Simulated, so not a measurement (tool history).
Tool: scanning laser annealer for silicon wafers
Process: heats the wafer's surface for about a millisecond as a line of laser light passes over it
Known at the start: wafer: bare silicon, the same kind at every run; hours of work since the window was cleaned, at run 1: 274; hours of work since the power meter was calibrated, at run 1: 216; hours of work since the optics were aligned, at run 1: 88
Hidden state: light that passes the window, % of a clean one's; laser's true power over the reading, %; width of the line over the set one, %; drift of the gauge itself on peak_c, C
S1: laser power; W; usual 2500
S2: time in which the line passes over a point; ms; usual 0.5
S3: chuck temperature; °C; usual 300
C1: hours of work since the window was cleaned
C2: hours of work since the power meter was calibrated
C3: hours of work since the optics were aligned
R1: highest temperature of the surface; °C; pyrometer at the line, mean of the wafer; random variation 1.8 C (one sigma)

run 1 hour=0 | S1=2500 S2=0.5 S3=300 | C1=274 C2=216 C3=88 | R1=1031
run 2 hour=23.8 | S1=2500 S2=0.5 S3=300 | C1=284 C2=226 C3=98 | R1=1028
run 3 hour=75.9 | S1=2500 S2=0.5 S3=300 | C1=305 C2=247 C3=119 | R1=1026
run 4 hour=97.8 | S1=2500 S2=0.548 S3=300 | C1=314 C2=256 C3=128 | R1=1063
run 5 hour=126.3 | S1=2500 S2=0.548 S3=302 | C1=326 C2=268 C3=139 | R1=1063
run 6 hour=170.9 | S1=2500 S2=0.5 S3=300 | C1=344 C2=286 C3=158 | R1=1020
-- hour=177.3 window over the wafer cleaned
run 7 hour=218.3 | S1=2500 S2=0.5 S3=300 | C1=17 C2=304 C3=176 | R1=1001
run 8 hour=271.2 | S1=2500 S2=0.5 S3=300 | C1=38 C2=326 C3=198 | R1=999
-- hour=291.4 window over the wafer cleaned, once more
run 9 hour=312 | S1=2500 S2=0.5 S3=300 | C1=8 C2=342 C3=214 | R1=1051
run 10 hour=335.7 | S1=2609 S2=0.493 S3=268 | C1=18 C2=352 C3=223 | R1=1053
run 11 hour=371.3 | S1=2609 S2=0.525 S3=296 | C1=33 C2=366 C3=238 | R1=1106
run 12 hour=395.8 | S1=2126 S2=0.5 S3=270 | C1=43 C2=376 C3=248 | R1=876
run 13 hour=439.7 | S1=2747 S2=0.445 S3=300 | C1=61 C2=394 C3=266 | R1=1090
run 14 hour=487.2 | S1=2322 S2=0.552 S3=303 | C1=80 C2=414 C3=285 | R1=1013
run 15 hour=539.5 | S1=2500 S2=0.363 S3=300 | C1=101 C2=435 C3=307 | R1=923
run 16 hour=582.6 | S1=2500 S2=0.363 S3=300 | C1=119 C2=452 C3=324 | R1=922
run 17 hour=625.2 | S1=2435 S2=0.499 S3=292 | C1=136 C2=470 C3=342 | R1=1001

Forecast each of these 5 alternatives for the next run:
run A hour=647 | S1=2187 S2=0.55 S3=284 | C1=145 C2=479 C3=351 | R1=?
run B hour=647 | S1=2177 S2=0.5 S3=300 | C1=145 C2=479 C3=351 | R1=?
run C hour=647 | S1=2435 S2=0.371 S3=265 | C1=145 C2=479 C3=351 | R1=?
run D hour=647 | S1=2629 S2=0.359 S3=312 | C1=145 C2=479 C3=351 | R1=?
run E hour=647 | S1=2148 S2=0.374 S3=300 | C1=145 C2=479 C3=351 | R1=?

run=A R1=933
run=B R1=912
run=C R1=873
run=D R1=970
run=E R1=817
Without the tool's hidden state the same runs would have given:
run=A R1=953
run=B R1=932
run=C R1=892
run=D R1=991
run=E R1=834
